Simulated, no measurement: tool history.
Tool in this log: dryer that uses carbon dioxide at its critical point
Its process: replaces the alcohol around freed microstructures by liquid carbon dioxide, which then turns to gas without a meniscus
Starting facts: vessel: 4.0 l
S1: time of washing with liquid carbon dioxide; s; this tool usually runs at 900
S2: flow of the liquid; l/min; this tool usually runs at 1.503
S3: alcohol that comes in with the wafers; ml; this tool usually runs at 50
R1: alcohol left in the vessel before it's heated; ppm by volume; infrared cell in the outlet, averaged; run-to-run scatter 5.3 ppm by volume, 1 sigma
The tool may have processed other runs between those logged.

Run 1, hour 0: usual settings. Result: R1 141 ppm by volume.
Run 2, hour 8.2: usual settings. Result: R1 141 ppm by volume.
Run 3, hour 14.3: usual settings. Result: R1 141 ppm by volume.
Run 4, hour 22.4: usual settings. Result: R1 137 ppm by volume.
Run 5, hour 33.1: usual settings. Result: R1 148 ppm by volume.
Run 6, hour 41: usual settings. Result: R1 138 ppm by volume.
Run 7, hour 49.4: usual settings. Result: R1 141 ppm by volume.
Run 8, hour 57.6: usual settings. Result: R1 149 ppm by volume.
Run 9, hour 67.9: usual settings but S3 40 ml. Result: R1 124 ppm by volume.
Run 10, hour 75.7: usual settings. Result: R1 151 ppm by volume.
Run 11, hour 81.5: usual settings. Result: R1 153 ppm by volume.
Run 12, hour 91.9: usual settings. Result: R1 144 ppm by volume.
Run 13, hour 97.5: usual settings but S1 660 s. Result: R1 470 ppm by volume.
Run 14, hour 102.3: usual settings but S2 2.33 l/min. Result: R1 54 ppm by volume.
Run 15, hour 107.9: usual settings but S2 2.33 l/min. Result: R1 50 ppm by volume.
Run 16, hour 115.9: usual settings but S3 48 ml. Result: R1 153 ppm by volume.
Run 17, hour 123.3: usual settings but S3 48 ml. Result: R1 165 ppm by volume.

Expected results for the next run?
Run 18, hour 128.8: usual settings but S1 540 s, S2 1.8 l/min. Result: R1 ?.

{"run 18": {"R1": 472}}
With the hidden condition absent and the run-to-run variation left alone, this run would have shown R1 391 ppm by volume.
